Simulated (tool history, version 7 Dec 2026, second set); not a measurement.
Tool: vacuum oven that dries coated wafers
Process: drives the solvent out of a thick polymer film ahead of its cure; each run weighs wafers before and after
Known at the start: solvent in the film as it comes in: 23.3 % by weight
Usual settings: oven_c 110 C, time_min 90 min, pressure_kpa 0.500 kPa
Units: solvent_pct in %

{"run": 1, "hour": 0.0, "oven_c": 110, "time_min": 90, "pressure_kpa": 0.5, "solvent_pct": 2.1}
{"run": 2, "hour": 20.5, "oven_c": 110, "time_min": 90, "pressure_kpa": 0.5, "solvent_pct": 2.07}
{"run": 3, "hour": 34.9, "oven_c": 110, "time_min": 90, "pressure_kpa": 0.404, "solvent_pct": 1.93}
{"run": 4, "hour": 68.0, "oven_c": 110, "time_min": 90, "pressure_kpa": 0.5, "solvent_pct": 2.1}
{"run": 5, "hour": 95.2, "oven_c": 110, "time_min": 90, "pressure_kpa": 0.5, "solvent_pct": 2.11}
{"run": 6, "hour": 125.9, "oven_c": 110, "time_min": 90, "pressure_kpa": 0.5, "solvent_pct": 2.1}
{"run": 7, "hour": 148.1, "oven_c": 110, "time_min": 90, "pressure_kpa": 0.5, "solvent_pct": 2.1}
{"run": 8, "hour": 164.6, "oven_c": 110, "time_min": 90, "pressure_kpa": 0.5, "solvent_pct": 2.07}
{"run": 9, "hour": 200.0, "oven_c": 110, "time_min": 136, "pressure_kpa": 0.5, "solvent_pct": 1.28}
{"run": 10, "hour": 232.9, "oven_c": 110, "time_min": 136, "pressure_kpa": 0.5, "solvent_pct": 1.31}
{"run": 11, "hour": 267.4, "oven_c": 110, "time_min": 62, "pressure_kpa": 0.5, "solvent_pct": 3.54}
{"run": 12, "hour": 287.3, "oven_c": 110, "time_min": 62, "pressure_kpa": 0.5, "solvent_pct": 3.55}
{"run": 13, "hour": 306.2, "oven_c": 110, "time_min": 90, "pressure_kpa": 0.5, "solvent_pct": 2.08}
{"run": 14, "hour": 325.3, "oven_c": 110, "time_min": 90, "pressure_kpa": 0.5, "solvent_pct": 2.11}
{"run": 15, "hour": 357.6, "oven_c": 110, "time_min": 90, "pressure_kpa": 0.5, "solvent_pct": 2.13}
{"run": 16, "hour": 393.0, "oven_c": 110, "time_min": 90, "pressure_kpa": 0.5, "solvent_pct": 2.11}
{"run": 17, "hour": 409.9, "oven_c": 110, "time_min": 90, "pressure_kpa": 0.5, "solvent_pct": 2.14}
{"run": 18, "hour": 428.9, "oven_c": 110, "time_min": 90, "pressure_kpa": 0.5, "solvent_pct": 2.09}
{"run": 19, "hour": 456.1, "oven_c": 110, "time_min": 90, "pressure_kpa": 0.5, "solvent_pct": 2.06}
{"run": 20, "hour": 472.0, "oven_c": 110, "time_min": 90, "pressure_kpa": 0.5, "solvent_pct": 2.09}
{"run": 21, "hour": 490.8, "oven_c": 110, "time_min": 90, "pressure_kpa": 0.5, "solvent_pct": 2.09}
{"run": 22, "hour": 506.9, "oven_c": 110, "time_min": 90, "pressure_kpa": 0.5, "solvent_pct": 2.06}
{"run": 23, "hour": 530.5, "oven_c": 110, "time_min": 90, "pressure_kpa": 1.187, "solvent_pct": 3.35}
{"run": 24, "hour": 558.2, "oven_c": 120, "time_min": 93, "pressure_kpa": 1.187, "solvent_pct": 1.94}
{"run": 25, "hour": 582.9, "oven_c": 110, "time_min": 116, "pressure_kpa": 0.5, "solvent_pct": 1.52}
{"run": 26, "hour": 601.9, "oven_c": 110, "time_min": 108, "pressure_kpa": 1.522, "solvent_pct": 3.59}
{"run": 27, "hour": 618.9, "oven_c": 111, "time_min": 153, "pressure_kpa": 0.5, "solvent_pct": 1.16}
{"run": 28, "hour": 646.2, "oven_c": 110, "time_min": 47, "pressure_kpa": 0.616, "solvent_pct": 5.25}
{"run": 29, "hour": 663.6, "oven_c": 119, "time_min": 49, "pressure_kpa": 1.016, "solvent_pct": 3.31}
{"run": 30, "hour": 698.4, "oven_c": 104, "time_min": 141, "pressure_kpa": 0.401, "solvent_pct": 1.63}
{"hour": 702.9, "done": "vacuum gauge cleaned of residue and calibrated"}
{"run": 31, "hour": 717.3, "oven_c": 104, "time_min": 141, "pressure_kpa": 0.401, "solvent_pct": 1.79}
{"run": 32, "hour": 747.9, "oven_c": 104, "time_min": 105, "pressure_kpa": 1.628, "solvent_pct": 5.35}
{"run": 33, "hour": 779.6, "oven_c": 122, "time_min": 68, "pressure_kpa": 0.654, "solvent_pct": 1.47}
{"run": 34, "hour": 812.3, "oven_c": 108, "time_min": 125, "pressure_kpa": 1.552, "solvent_pct": 3.86}
{"hour": 821.5, "done": "vacuum gauge cleaned of residue and calibrated, once more"}
{"run": 35, "hour": 829.0, "oven_c": 110, "time_min": 55, "pressure_kpa": 1.865, "solvent_pct": 6.29}
{"run": 36, "hour": 844.3, "oven_c": 110, "time_min": 90, "pressure_kpa": 0.787, "solvent_pct": 2.48}
{"run": 37, "hour": 861.3, "oven_c": 116, "time_min": 88, "pressure_kpa": 0.5, "solvent_pct": 1.28}
{"run": 38, "hour": 880.1, "oven_c": 120, "time_min": 107, "pressure_kpa": 0.34, "solvent_pct": 0.58}
{"run": 39, "hour": 906.8, "oven_c": 102, "time_min": 50, "pressure_kpa": 0.286, "solvent_pct": 6.56}
{"run": 40, "hour": 933.8, "oven_c": 102, "time_min": 50, "pressure_kpa": 0.286, "solvent_pct": 6.52}
{"run": 41, "hour": 967.5, "oven_c": 102, "time_min": 141, "pressure_kpa": 1.01, "solvent_pct": 3.2}
{"run": 42, "hour": 1002.2, "oven_c": 102, "time_min": 141, "pressure_kpa": 1.01, "solvent_pct": 3.28}
{"hour": 1029.9, "done": "oven's thermocouples calibrated"}
{"run": 43, "hour": 1030.2, "oven_c": 98, "time_min": 141, "pressure_kpa": 1.01, "solvent_pct": 4.68}
{"run": 44, "hour": 1046.2, "oven_c": 98, "time_min": 141, "pressure_kpa": 1.01, "solvent_pct": 4.67}
{"run": 45, "hour": 1067.2, "oven_c": 110, "time_min": 150, "pressure_kpa": 1.503, "solvent_pct": 3.37}
{"run": 46, "hour": 1092.4, "oven_c": 110, "time_min": 150, "pressure_kpa": 1.503, "solvent_pct": 3.37}

3 ways to go on from here, each from the tool as it stands after run 46. What would each give?
{"run": "A", "hour": 1112.3, "oven_c": 121, "time_min": 145, "pressure_kpa": 0.397, "solvent_pct": "?"}
{"run": "B", "hour": 1112.3, "oven_c": 113, "time_min": 90, "pressure_kpa": 0.5, "solvent_pct": "?"}
{"run": "C", "hour": 1112.3, "oven_c": 110, "time_min": 64, "pressure_kpa": 0.274, "solvent_pct": "?"}

run=A solvent_pct=0.66
run=B solvent_pct=1.78
run=C solvent_pct=3.31
Without the tool's hidden state the same runs would have given:
run=A solvent_pct=0.63
run=B solvent_pct=1.70
run=C solvent_pct=3.20
